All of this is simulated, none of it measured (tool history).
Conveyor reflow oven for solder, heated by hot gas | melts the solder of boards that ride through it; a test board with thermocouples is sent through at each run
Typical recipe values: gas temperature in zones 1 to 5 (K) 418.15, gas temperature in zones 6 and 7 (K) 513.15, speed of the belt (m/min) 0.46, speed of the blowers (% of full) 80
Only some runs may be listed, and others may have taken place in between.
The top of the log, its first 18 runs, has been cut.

| run | hour | gas temperature in zones 1 to 5 (K) | gas temperature in zones 6 and 7 (K) | speed of the belt (m/min) | speed of the blowers (% of full) | highest temperature of the board (K) | time above the solder's melting point (s) |
|---|---|---|---|---|---|---|---|
| 19 | 212.1 | 422.15 | 513.15 | 0.46 | 62 | 492.45 | 85.1 |
| 20 | 225.8 | 418.15 | 501.15 | 0.523 | 80 | 479.15 | 58.2 |
| 21 | 240.2 | 428.15 | 527.15 | 0.42 | 63 | 506.95 | 112 |
| 22 | 251.5 | 418.15 | 513.15 | 0.531 | 81 | 487.95 | 67.8 |
| 23 | 260.9 | 415.15 | 513.15 | 0.521 | 80 | 487.55 | 67.2 |
| 24 | 269.2 | 418.15 | 504.15 | 0.46 | 54 | 481.55 | 68.4 |
| 25 | 275.8 | 416.15 | 504.15 | 0.46 | 63 | 482.45 | 69.9 |
| 26 | 289.7 | 416.15 | 504.15 | 0.46 | 63 | 482.55 | 69.7 |
| 27 | 305.2 | 416.15 | 502.15 | 0.508 | 88 | 480.55 | 61.8 |
| 28 | 315.4 | 407.15 | 517.15 | 0.455 | 56 | 489.85 | 75.4 |
| 29 | 325.1 | 418.15 | 521.15 | 0.46 | 70 | 498.35 | 89.5 |
| 30 | 341.3 | 407.15 | 523.15 | 0.504 | 55 | 489.85 | 67.7 |
| 31 | 351 | 430.15 | 513.15 | 0.526 | 80 | 491.25 | 78.3 |
| 32 | 357.9 | 430.15 | 513.15 | 0.526 | 80 | 490.95 | 77.9 |

3 options for the next run, each taken on its own from the tool as it stands now. Forecast them:
| A | 365.4 | 423.15 | 524.15 | 0.526 | 58 | ? | ? |
| B | 365.4 | 430.15 | 513.15 | 0.428 | 80 | ? | ? |
| C | 365.4 | 415.15 | 513.15 | 0.485 | 58 | ? | ? |

| run | highest temperature of the board (K) | time above the solder's melting point (s) |
|---|---|---|
| A | 492.35 | 75.2 |
| B | 496.55 | 103.4 |
| C | 485.75 | 71 |
With no hidden state in the tool, these same runs would have given:
| run | highest temperature of the board (K) | time above the solder's melting point (s) |
|---|---|---|
| A | 495.95 | 77.7 |
| B | 499.75 | 104.9 |
| C | 489.15 | 74.5 |
